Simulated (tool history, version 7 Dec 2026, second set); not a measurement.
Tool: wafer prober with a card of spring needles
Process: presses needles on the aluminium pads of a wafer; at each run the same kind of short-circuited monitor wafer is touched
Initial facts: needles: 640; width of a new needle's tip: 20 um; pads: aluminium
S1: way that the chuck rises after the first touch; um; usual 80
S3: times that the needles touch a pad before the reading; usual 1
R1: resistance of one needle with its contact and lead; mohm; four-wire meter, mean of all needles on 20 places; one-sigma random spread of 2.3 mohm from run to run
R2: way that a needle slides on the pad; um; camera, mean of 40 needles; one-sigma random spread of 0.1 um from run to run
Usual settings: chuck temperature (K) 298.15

run 1 hour=0 | S1=80 chuck_temperature_(K)=298.15 S3=1 | R1=268 R2=11.02
-- hour=5.4 tips cleaned on abrasive film
-- hour=12.9 tips cleaned on abrasive film
-- hour=20.3 tips cleaned on abrasive film
-- hour=29.3 tips cleaned on abrasive film
run 2 hour=29.4 | S1=80 chuck_temperature_(K)=298.15 S3=1 | R1=263 R2=10.68
-- hour=38.5 tips cleaned on abrasive film
-- hour=45.9 tips cleaned on abrasive film
-- hour=55.2 tips cleaned on abrasive film
-- hour=64 tips cleaned on abrasive film
run 3 hour=64 | S1=80 chuck_temperature_(K)=298.15 S3=1 | R1=259 R2=10.92
-- hour=73.3 tips cleaned on abrasive film
-- hour=80.7 tips cleaned on abrasive film
run 4 hour=87.9 | S1=80 chuck_temperature_(K)=298.15 S3=1 | R1=293 R2=11.04
-- hour=89.6 tips cleaned on abrasive film
-- hour=98.6 tips cleaned on abrasive film
-- hour=107.6 tips cleaned on abrasive film
run 5 hour=114.4 | S1=80 chuck_temperature_(K)=298.15 S3=1 | R1=289 R2=10.74
-- hour=116.4 tips cleaned on abrasive film
-- hour=125.6 tips cleaned on abrasive film
-- hour=134.7 tips cleaned on abrasive film
-- hour=143.8 tips cleaned on abrasive film
run 6 hour=146.6 | S1=80 chuck_temperature_(K)=298.15 S3=1 | R1=272 R2=10.63
-- hour=152.1 tips cleaned on abrasive film
-- hour=159.5 tips cleaned on abrasive film
-- hour=166.8 tips cleaned on abrasive film, once more
-- hour=174.3 tips cleaned on abrasive film
run 7 hour=174.6 | S1=80 chuck_temperature_(K)=298.15 S3=1 | R1=264 R2=10.68
-- hour=182 tips cleaned on abrasive film
-- hour=191.3 tips cleaned on abrasive film
-- hour=200.5 tips cleaned on abrasive film
run 8 hour=204.9 | S1=80 chuck_temperature_(K)=298.15 S3=1 | R1=282 R2=10.67
-- hour=208.6 tips cleaned on abrasive film
-- hour=217.9 tips cleaned on abrasive film
-- hour=227.1 tips cleaned on abrasive film
-- hour=236.2 tips cleaned on abrasive film
run 9 hour=236.5 | S1=80 chuck_temperature_(K)=298.15 S3=1 | R1=269 R2=10.5
-- hour=243.9 tips cleaned on abrasive film
-- hour=252.6 tips cleaned on abrasive film
-- hour=261.8 tips cleaned on abrasive film
-- hour=270.9 tips cleaned on abrasive film
run 10 hour=274.3 | S1=80 chuck_temperature_(K)=298.15 S3=1 | R1=284 R2=10.59
-- hour=279.8 tips cleaned on abrasive film
-- hour=288.6 tips cleaned on abrasive film
run 11 hour=292.2 | S1=80 chuck_temperature_(K)=298.15 S3=1 | R1=281 R2=10.48
-- hour=297.8 tips cleaned on abrasive film
-- hour=306.7 tips cleaned on abrasive film
-- hour=316 tips cleaned on abrasive film
run 12 hour=320.7 | S1=80 chuck_temperature_(K)=298.15 S3=1 | R1=290 R2=10.39
-- hour=324.4 tips cleaned on abrasive film
-- hour=331.8 tips cleaned on abrasive film
-- hour=341.1 tips cleaned on abrasive film
-- hour=350.3 tips cleaned on abrasive film
-- hour=359.4 tips cleaned on abrasive film
run 13 hour=359.7 | S1=80 chuck_temperature_(K)=298.15 S3=1 | R1=267 R2=10.53
-- hour=367.1 tips cleaned on abrasive film
-- hour=376.3 tips cleaned on abrasive film
-- hour=385.5 tips cleaned on abrasive film
run 14 hour=387.7 | S1=64 chuck_temperature_(K)=298.15 S3=1 | R1=291 R2=8.21
-- hour=393.3 tips cleaned on abrasive film
-- hour=402.4 tips cleaned on abrasive film
-- hour=409.8 tips cleaned on abrasive film
-- hour=415.6 height of the first contact set anew
-- hour=419.3 tips cleaned on abrasive film
run 15 hour=422.2 | S1=78 chuck_temperature_(K)=328.15 S3=2 | R1=279 R2=10.99
-- hour=427.6 tips cleaned on abrasive film
-- hour=436.6 tips cleaned on abrasive film
-- hour=445.8 tips cleaned on abrasive film
run 16 hour=450.8 | S1=72 chuck_temperature_(K)=346.15 S3=2 | R1=294 R2=9.98
-- hour=454.5 tips cleaned on abrasive film
-- hour=463.5 tips cleaned on abrasive film
-- hour=472.6 tips cleaned on abrasive film
-- hour=481.9 tips cleaned on abrasive film
run 17 hour=482.9 | S1=75 chuck_temperature_(K)=346.15 S3=1 | R1=279 R2=10.47
-- hour=490.3 tips cleaned on abrasive film
-- hour=497.7 tips cleaned on abrasive film
-- hour=507 tips cleaned on abrasive film
-- hour=516.2 tips cleaned on abrasive film
run 18 hour=520.2 | S1=80 chuck_temperature_(K)=370.15 S3=1 | R1=300 R2=10.89
-- hour=524 tips cleaned on abrasive film
-- hour=532.9 tips cleaned on abrasive film
-- hour=542.1 tips cleaned on abrasive film
-- hour=551.3 tips cleaned on abrasive film
run 19 hour=554.2 | S1=80 chuck_temperature_(K)=313.15 S3=1 | R1=281 R2=11.13
-- hour=559.8 tips cleaned on abrasive film
-- hour=568.8 tips cleaned on abrasive film
-- hour=576.2 tips cleaned on abrasive film
run 20 hour=576.5 | S1=66 chuck_temperature_(K)=376.15 S3=2 | R1=290 R2=8.94
-- hour=583.9 tips cleaned on abrasive film
-- hour=593.2 tips cleaned on abrasive film
-- hour=602.4 tips cleaned on abrasive film
-- hour=611.6 tips cleaned on abrasive film
run 21 hour=614.4 | S1=62 chuck_temperature_(K)=325.15 S3=1 | R1=296 R2=8.42
-- hour=620 tips cleaned on abrasive film
-- hour=627.4 tips cleaned on abrasive film
-- hour=636.7 tips cleaned on abrasive film
-- hour=645.9 tips cleaned on abrasive film
run 22 hour=653 | S1=74 chuck_temperature_(K)=317.15 S3=2 | R1=293 R2=10.11
-- hour=654.9 tips cleaned on abrasive film
-- hour=664.1 tips cleaned on abrasive film
run 23 hour=670.3 | S1=80 chuck_temperature_(K)=343.15 S3=1 | R1=304 R2=10.86
-- hour=672.2 tips cleaned on abrasive film
-- hour=681.4 tips cleaned on abrasive film
-- hour=688.8 tips cleaned on abrasive film
-- hour=697.8 tips cleaned on abrasive film
-- hour=706.7 tips cleaned on abrasive film
run 24 hour=706.7 | S1=80 chuck_temperature_(K)=343.15 S3=1 | R1=283 R2=10.94
-- hour=715.9 tips cleaned on abrasive film
-- hour=725.2 tips cleaned on abrasive film
-- hour=734.4 tips cleaned on abrasive film
run 25 hour=736.5 | S1=80 chuck_temperature_(K)=343.15 S3=1 | R1=288 R2=10.87
-- hour=742.1 tips cleaned on abrasive film
-- hour=749.5 tips cleaned on abrasive film
run 26 hour=755.1 | S1=86 chuck_temperature_(K)=304.15 S3=2 | R1=276 R2=11.58

5 options for the next run, each taken on its own from the tool as it stands now. Forecast them:
-- hour=757 tips cleaned on abrasive film
-- hour=766.1 tips cleaned on abrasive film
run A hour=771.8 | S1=67 chuck_temperature_(K)=298.15 S3=3 | R1=? R2=?
-- hour=757 tips cleaned on abrasive film
-- hour=766.1 tips cleaned on abrasive film
run B hour=771.8 | S1=95 chuck_temperature_(K)=306.15 S3=3 | R1=? R2=?
-- hour=757 tips cleaned on abrasive film
-- hour=766.1 tips cleaned on abrasive film
run C hour=771.8 | S1=88 chuck_temperature_(K)=301.15 S3=2 | R1=? R2=?
-- hour=757 tips cleaned on abrasive film
-- hour=766.1 tips cleaned on abrasive film
run D hour=771.8 | S1=90 chuck_temperature_(K)=304.15 S3=2 | R1=? R2=?
-- hour=757 tips cleaned on abrasive film
-- hour=766.1 tips cleaned on abrasive film
run E hour=771.8 | S1=94 chuck_temperature_(K)=303.15 S3=1 | R1=? R2=?

run=A R1=282 R2=8.84
run=B R1=268 R2=12.81
run=C R1=277 R2=11.91
run=D R1=278 R2=12.22
run=E R1=288 R2=12.67
Without the tool's unlogged condition, the same runs would have read:
run=A R1=258 R2=9.29
run=B R1=254 R2=13.25
run=C R1=255 R2=12.36
run=D R1=257 R2=12.66
run=E R1=259 R2=13.11

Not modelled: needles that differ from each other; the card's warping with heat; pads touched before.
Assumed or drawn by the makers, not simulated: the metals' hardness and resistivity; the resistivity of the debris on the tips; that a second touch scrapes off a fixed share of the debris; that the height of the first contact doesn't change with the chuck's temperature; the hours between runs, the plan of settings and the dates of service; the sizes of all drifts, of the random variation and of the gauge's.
